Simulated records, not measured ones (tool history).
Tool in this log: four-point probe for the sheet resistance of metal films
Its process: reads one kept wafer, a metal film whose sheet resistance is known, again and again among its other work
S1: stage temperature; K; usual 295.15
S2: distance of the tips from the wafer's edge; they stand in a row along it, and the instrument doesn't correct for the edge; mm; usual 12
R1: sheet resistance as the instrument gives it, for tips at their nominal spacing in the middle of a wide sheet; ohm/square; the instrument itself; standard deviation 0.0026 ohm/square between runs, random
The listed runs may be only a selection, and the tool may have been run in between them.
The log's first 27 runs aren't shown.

run 28 hour=338.3 | S1=295.15 S2=5 | R1=13.218602
run 29 hour=354.6 | S1=299.15 S2=7 | R1=13.002685
run 30 hour=371.4 | S1=299.15 S2=18 | R1=12.814632
run 31 hour=386.6 | S1=307.15 S2=47 | R1=12.771726
run 32 hour=402.4 | S1=300.15 S2=19 | R1=12.812230
run 33 hour=410.0 | S1=296.15 S2=19 | R1=12.815332
run 34 hour=421.0 | S1=296.15 S2=19 | R1=12.817030
run 35 hour=436.1 | S1=294.15 S2=7 | R1=13.007271
run 36 hour=444.0 | S1=294.15 S2=7 | R1=13.006481
run 37 hour=459.8 | S1=306.15 S2=3 | R1=13.875417
run 38 hour=469.0 | S1=294.15 S2=10 | R1=12.895449
run 39 hour=476.4 | S1=301.15 S2=22 | R1=12.796985

Predict each of these 3 candidate next runs independently; none follows another, all start after run 39:
run A hour=489.7 | S1=301.15 S2=51 | R1=?
run B hour=489.7 | S1=301.15 S2=12 | R1=?
run C hour=489.7 | S1=301.15 S2=32 | R1=?

run=A R1=12.777233
run=B R1=12.852357
run=C R1=12.785204
What these runs would have given with no unlogged condition in the tool:
run=A R1=12.871690
run=B R1=12.947328
run=C R1=12.879715
